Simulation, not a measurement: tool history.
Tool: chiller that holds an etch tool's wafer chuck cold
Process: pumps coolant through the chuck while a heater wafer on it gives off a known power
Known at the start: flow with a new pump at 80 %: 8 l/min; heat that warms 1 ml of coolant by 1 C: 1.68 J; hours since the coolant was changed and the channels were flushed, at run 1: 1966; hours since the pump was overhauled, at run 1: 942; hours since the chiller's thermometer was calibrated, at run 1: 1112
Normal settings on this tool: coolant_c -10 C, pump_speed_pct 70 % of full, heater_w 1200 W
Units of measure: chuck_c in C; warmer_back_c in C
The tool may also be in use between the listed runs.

run	day	coolant_c	pump_speed_pct	heater_w	hours since the coolant was changed and the channels were flushed	hours since the pump was overhauled	hours since the chiller's thermometer was calibrated	chuck_c	warmer_back_c
1	0.000	-10	70	1200	1966	942	1112	0.4	6.28
2	0.783	-10	65	1200	1985	961	1131	1.0	6.81
3	2.200	-10	65	1200	2019	995	1165	0.8	6.76
4	3.788	-10	70	1200	2057	1033	1203	0.4	6.35
5	4.904	-10	70	1200	2084	1059	1230	0.4	6.33
6	5.800	-10	70	1200	2105	1081	1252	0.3	6.25
7	7.562	-10	70	1200	2148	1123	1294	0.3	6.30
8	8.442	-10	70	1200	2169	1144	1315	0.4	6.33
9	9.908	-10	70	1200	2204	1180	1350	0.6	6.34
10	10.796	-10	70	1200	2225	1201	1372	0.4	6.34
11	12.492	-10	92	1200	2266	1242	1412	-1.3	4.73
12	13.996	-10	70	1200	2302	1278	1448	0.4	6.39
13	15.321	-10	70	1200	2334	1309	1480	0.6	6.34
14	16.383	-10	70	1200	2359	1335	1506	0.4	6.34
15	17.558	-10	70	1200	2388	1363	1534	0.7	6.41
16	18.354	-10	70	1200	2407	1382	1553	0.6	6.41
17	20.042	-10	70	1200	2447	1423	1593	0.8	6.34
18	21.712	-8	97	758	2487	1463	1634	-2.7	2.81
19	23.192	-16	73	1200	2523	1498	1669	-5.6	6.19
20	24.075	-10	97	1200	2544	1520	1690	-1.4	4.56
21	25.517	-10	73	1200	2579	1554	1725	0.4	6.08
22	26.371	-15	94	944	2599	1575	1745	-8.2	3.74
23	27.346	-15	94	944	2623	1598	1769	-8.0	3.74
24	28.592	-10	72	1421	2652	1628	1799	2.5	7.37
25	29.342	-8	86	1421	2670	1646	1817	3.1	6.17
26	31.046	-8	86	720	2711	1687	1858	-2.1	3.08
27	32.229	-12	70	809	2740	1715	1886	-4.5	4.43
28	33.408	-12	70	809	2768	1744	1914	-4.6	4.38
29	34.417	-12	70	809	2792	1768	1939	-4.6	4.36
30	36.079	-12	70	809	2832	1808	1978	-4.5	4.39
31	36.979	-10	86	1797	2854	1829	2000	3.8	7.83
32	37.988	-10	86	1797	2878	1853	2024	4.0	7.83
33	38.958	-11	70	1709	2901	1877	2047	4.4	9.28

Below, each run's measurement less what the same run would have read without the hidden state. Both values contain the same run-to-run variation, but the gauge's scatter may not be the same in both:
Unlogged tool condition in this case: heat passed by the chuck's channels, % of clean ones'; flow at a given pump speed, % of a new pump's; coolant's true temperature over the reading, C; drift of the gauge itself on chuck_c, C; drift of the gauge itself on warmer_back_c, C.
run	chuck_c	warmer_back_c
1	+0.7	+0.14
2	+0.7	+0.15
3	+0.7	+0.16
4	+0.7	+0.16
5	+0.7	+0.17
6	+0.7	+0.17
7	+0.8	+0.17
8	+0.8	+0.18
9	+0.8	+0.19
10	+0.8	+0.20
11	+0.7	+0.15
12	+0.8	+0.21
13	+0.9	+0.22
14	+0.9	+0.22
15	+1.0	+0.23
16	+0.9	+0.23
17	+1.0	+0.25
18	+0.6	+0.11
19	+1.0	+0.25
20	+0.9	+0.19
21	+1.0	+0.27
22	+0.8	+0.16
23	+0.8	+0.16
24	+1.2	+0.33
25	+1.2	+0.28
26	+0.8	+0.14
27	+0.8	+0.21
28	+0.9	+0.21
29	+0.9	+0.21
30	+0.9	+0.22
31	+1.5	+0.40
32	+1.5	+0.41
33	+1.7	+0.49

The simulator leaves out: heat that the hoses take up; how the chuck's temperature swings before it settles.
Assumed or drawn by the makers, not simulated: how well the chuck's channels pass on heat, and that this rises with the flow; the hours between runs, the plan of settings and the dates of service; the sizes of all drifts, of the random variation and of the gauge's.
